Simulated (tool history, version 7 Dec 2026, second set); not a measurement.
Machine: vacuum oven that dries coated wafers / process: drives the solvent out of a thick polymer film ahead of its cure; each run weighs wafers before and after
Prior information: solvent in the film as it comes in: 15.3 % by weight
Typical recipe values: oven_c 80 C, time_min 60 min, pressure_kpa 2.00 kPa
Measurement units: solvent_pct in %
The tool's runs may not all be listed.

run,hour,oven_c,time_min,pressure_kpa,solvent_pct
1,0.0,80,60,2.00,3.57
2,24.7,80,60,2.00,3.56
3,45.0,80,60,2.00,3.60
4,68.9,85,60,2.00,2.63
5,82.7,80,60,2.00,3.62
6,109.2,80,60,2.00,3.64
7,136.6,80,60,2.00,3.53
8,158.7,80,47,2.00,4.53
9,182.0,80,50,2.00,4.19
10,197.9,88,50,2.00,2.60
# hour 201.8: vacuum gauge cleaned of residue and calibrated
11,224.0,88,58,2.94,2.65
12,236.0,88,58,2.94,2.66
13,263.3,88,34,2.94,4.33
14,282.5,88,34,2.94,4.40
15,308.3,80,95,2.00,2.24
# hour 330.1: vacuum gauge cleaned of residue and calibrated, once more
16,331.6,70,95,6.93,8.66
17,358.6,82,106,2.51,2.07
18,377.3,85,65,1.94,2.26
19,391.2,85,65,1.94,2.22
20,418.4,66,60,2.00,6.93

Below are 4 alternative next runs, each starting from the tool's condition after run 20. Predict each:
A,435.7,93,56,3.15,?
B,435.7,80,42,2.00,?
C,435.7,84,59,2.00,?
D,435.7,78,39,1.88,?

run,solvent_pct
A,1.93
B,4.88
C,2.73
D,5.50
Without the tool's hidden state the same runs would have given:
run,solvent_pct
A,2.07
B,5.14
C,2.94
D,5.76

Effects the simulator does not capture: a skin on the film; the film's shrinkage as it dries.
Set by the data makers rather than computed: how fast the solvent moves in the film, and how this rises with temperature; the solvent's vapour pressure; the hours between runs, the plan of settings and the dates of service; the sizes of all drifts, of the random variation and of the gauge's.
